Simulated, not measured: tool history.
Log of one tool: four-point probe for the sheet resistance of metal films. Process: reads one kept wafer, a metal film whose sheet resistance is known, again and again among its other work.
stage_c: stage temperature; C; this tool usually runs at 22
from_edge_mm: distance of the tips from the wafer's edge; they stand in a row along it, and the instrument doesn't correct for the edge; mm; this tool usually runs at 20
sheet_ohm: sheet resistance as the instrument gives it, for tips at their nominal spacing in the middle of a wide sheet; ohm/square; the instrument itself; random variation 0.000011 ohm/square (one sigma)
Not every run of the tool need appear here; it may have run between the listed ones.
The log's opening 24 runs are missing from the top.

run 25 hour=591.3 | stage_c=29 from_edge_mm=21 | sheet_ohm=0.054162
run 26 hour=611 | stage_c=29 from_edge_mm=12 | sheet_ohm=0.054211
run 27 hour=629.9 | stage_c=21 from_edge_mm=5 | sheet_ohm=0.055161
run 28 hour=647.8 | stage_c=23 from_edge_mm=20 | sheet_ohm=0.054595
run 29 hour=667.9 | stage_c=22 from_edge_mm=60 | sheet_ohm=0.054598
run 30 hour=701.4 | stage_c=27 from_edge_mm=3 | sheet_ohm=0.055515
run 31 hour=729 | stage_c=18 from_edge_mm=16 | sheet_ohm=0.054906
run 32 hour=761.8 | stage_c=24 from_edge_mm=22 | sheet_ohm=0.054446
run 33 hour=781.3 | stage_c=24 from_edge_mm=22 | sheet_ohm=0.054434
run 34 hour=810.1 | stage_c=21 from_edge_mm=34 | sheet_ohm=0.054634
run 35 hour=839 | stage_c=21 from_edge_mm=34 | sheet_ohm=0.054598
run 36 hour=868.1 | stage_c=19 from_edge_mm=6 | sheet_ohm=0.055063
run 37 hour=888 | stage_c=26 from_edge_mm=20 | sheet_ohm=0.054265
run 38 hour=918.6 | stage_c=26 from_edge_mm=20 | sheet_ohm=0.054244
run 39 hour=948.8 | stage_c=26 from_edge_mm=20 | sheet_ohm=0.054229
run 40 hour=971.5 | stage_c=26 from_edge_mm=20 | sheet_ohm=0.054214
run 41 hour=993 | stage_c=26 from_edge_mm=20 | sheet_ohm=0.054211
run 42 hour=1023.9 | stage_c=24 from_edge_mm=8 | sheet_ohm=0.05449
run 43 hour=1051.4 | stage_c=24 from_edge_mm=8 | sheet_ohm=0.054472
run 44 hour=1082.2 | stage_c=24 from_edge_mm=8 | sheet_ohm=0.054474
run 45 hour=1113.6 | stage_c=24 from_edge_mm=8 | sheet_ohm=0.054465

Alternative continuations, all from the tool just after run 45; predict every row:
run A hour=1141.6 | stage_c=30 from_edge_mm=13 | sheet_ohm=?
run B hour=1141.6 | stage_c=29 from_edge_mm=52 | sheet_ohm=?
run C hour=1141.6 | stage_c=20 from_edge_mm=20 | sheet_ohm=?
run D hour=1141.6 | stage_c=20 from_edge_mm=73 | sheet_ohm=?

run=A sheet_ohm=0.053919
run=B sheet_ohm=0.053926
run=C sheet_ohm=0.054584
run=D sheet_ohm=0.054557
The same runs, with their run-to-run variation unchanged, on a tool lacking any hidden condition would have given:
run=A sheet_ohm=0.054476
run=B sheet_ohm=0.054483
run=C sheet_ohm=0.055149
run=D sheet_ohm=0.055122

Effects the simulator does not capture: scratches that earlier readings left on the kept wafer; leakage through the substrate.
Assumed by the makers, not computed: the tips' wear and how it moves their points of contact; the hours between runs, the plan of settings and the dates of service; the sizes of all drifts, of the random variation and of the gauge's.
